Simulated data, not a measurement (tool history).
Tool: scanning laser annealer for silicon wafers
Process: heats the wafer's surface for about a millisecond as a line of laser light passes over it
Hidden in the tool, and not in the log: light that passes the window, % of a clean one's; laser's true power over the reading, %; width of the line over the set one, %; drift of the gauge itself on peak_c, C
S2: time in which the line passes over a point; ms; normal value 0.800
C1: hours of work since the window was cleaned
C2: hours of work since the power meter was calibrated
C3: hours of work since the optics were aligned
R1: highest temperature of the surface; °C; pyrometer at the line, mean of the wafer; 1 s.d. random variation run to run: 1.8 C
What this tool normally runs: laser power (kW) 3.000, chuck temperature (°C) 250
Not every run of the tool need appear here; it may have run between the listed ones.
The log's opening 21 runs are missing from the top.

{"run": 22, "hour": 1183.8, "laser power (kW)": 3.0, "S2": 0.565, "chuck temperature (°C)": 211, "C1": 266, "C2": 1685, "C3": 884, "R1": 780}
{"run": 23, "hour": 1238.5, "laser power (kW)": 3.0, "S2": 0.565, "chuck temperature (°C)": 211, "C1": 300, "C2": 1719, "C3": 918, "R1": 781}
{"run": 24, "hour": 1295.0, "laser power (kW)": 2.762, "S2": 0.8, "chuck temperature (°C)": 233, "C1": 336, "C2": 1754, "C3": 953, "R1": 874}
{"run": 25, "hour": 1357.0, "laser power (kW)": 3.0, "S2": 0.699, "chuck temperature (°C)": 250, "C1": 374, "C2": 1792, "C3": 992, "R1": 890}
{"run": 26, "hour": 1397.3, "laser power (kW)": 3.0, "S2": 0.686, "chuck temperature (°C)": 250, "C1": 399, "C2": 1818, "C3": 1017, "R1": 882}
{"hour": 1406.2, "done": "laser's power meter calibrated"}
{"run": 27, "hour": 1454.6, "laser power (kW)": 3.0, "S2": 0.686, "chuck temperature (°C)": 250, "C1": 433, "C2": 30, "C3": 1050, "R1": 883}
{"run": 28, "hour": 1494.9, "laser power (kW)": 3.0, "S2": 0.611, "chuck temperature (°C)": 250, "C1": 458, "C2": 55, "C3": 1076, "R1": 844}
{"hour": 1512.8, "done": "window over the wafer cleaned"}
{"run": 29, "hour": 1561.2, "laser power (kW)": 3.0, "S2": 0.611, "chuck temperature (°C)": 250, "C1": 30, "C2": 95, "C3": 1116, "R1": 850}
{"run": 30, "hour": 1614.3, "laser power (kW)": 3.283, "S2": 0.86, "chuck temperature (°C)": 250, "C1": 63, "C2": 128, "C3": 1149, "R1": 1030}
{"run": 31, "hour": 1682.0, "laser power (kW)": 2.878, "S2": 0.809, "chuck temperature (°C)": 256, "C1": 105, "C2": 170, "C3": 1191, "R1": 927}
{"run": 32, "hour": 1737.9, "laser power (kW)": 2.878, "S2": 0.809, "chuck temperature (°C)": 256, "C1": 140, "C2": 205, "C3": 1225, "R1": 925}
{"hour": 1768.1, "done": "laser's power meter calibrated, once more"}
{"run": 33, "hour": 1811.4, "laser power (kW)": 2.855, "S2": 0.983, "chuck temperature (°C)": 233, "C1": 184, "C2": 27, "C3": 1269, "R1": 975}
{"run": 34, "hour": 1874.3, "laser power (kW)": 2.754, "S2": 0.8, "chuck temperature (°C)": 265, "C1": 223, "C2": 66, "C3": 1308, "R1": 910}
{"run": 35, "hour": 1934.9, "laser power (kW)": 2.754, "S2": 0.8, "chuck temperature (°C)": 265, "C1": 261, "C2": 104, "C3": 1346, "R1": 902}
{"run": 36, "hour": 1968.1, "laser power (kW)": 3.26, "S2": 0.8, "chuck temperature (°C)": 268, "C1": 281, "C2": 124, "C3": 1367, "R1": 1014}
{"run": 37, "hour": 2002.1, "laser power (kW)": 3.12, "S2": 0.95, "chuck temperature (°C)": 268, "C1": 302, "C2": 146, "C3": 1388, "R1": 1057}
{"run": 38, "hour": 2033.3, "laser power (kW)": 2.772, "S2": 0.935, "chuck temperature (°C)": 250, "C1": 322, "C2": 165, "C3": 1407, "R1": 950}
{"run": 39, "hour": 2086.8, "laser power (kW)": 2.772, "S2": 0.935, "chuck temperature (°C)": 250, "C1": 355, "C2": 198, "C3": 1441, "R1": 950}
{"run": 40, "hour": 2121.2, "laser power (kW)": 2.705, "S2": 0.935, "chuck temperature (°C)": 267, "C1": 376, "C2": 220, "C3": 1462, "R1": 949}

4 ways to go on from here, each from the tool as it stands after run 40. What would each give?
{"run": "A", "hour": 2192.5, "laser power (kW)": 3.0, "S2": 0.977, "chuck temperature (°C)": 250, "C1": 421, "C2": 264, "C3": 1506, "R1": "?"}
{"run": "B", "hour": 2192.5, "laser power (kW)": 2.705, "S2": 0.889, "chuck temperature (°C)": 267, "C1": 421, "C2": 264, "C3": 1506, "R1": "?"}
{"run": "C", "hour": 2192.5, "laser power (kW)": 3.268, "S2": 0.691, "chuck temperature (°C)": 211, "C1": 421, "C2": 264, "C3": 1506, "R1": "?"}
{"run": "D", "hour": 2192.5, "laser power (kW)": 2.62, "S2": 0.635, "chuck temperature (°C)": 288, "C1": 421, "C2": 264, "C3": 1506, "R1": "?"}

run=A R1=1018
run=B R1=928
run=C R1=896
run=D R1=822
What these runs would have given with no unlogged condition in the tool:
run=A R1=1038
run=B R1=946
run=C R1=915
run=D R1=836
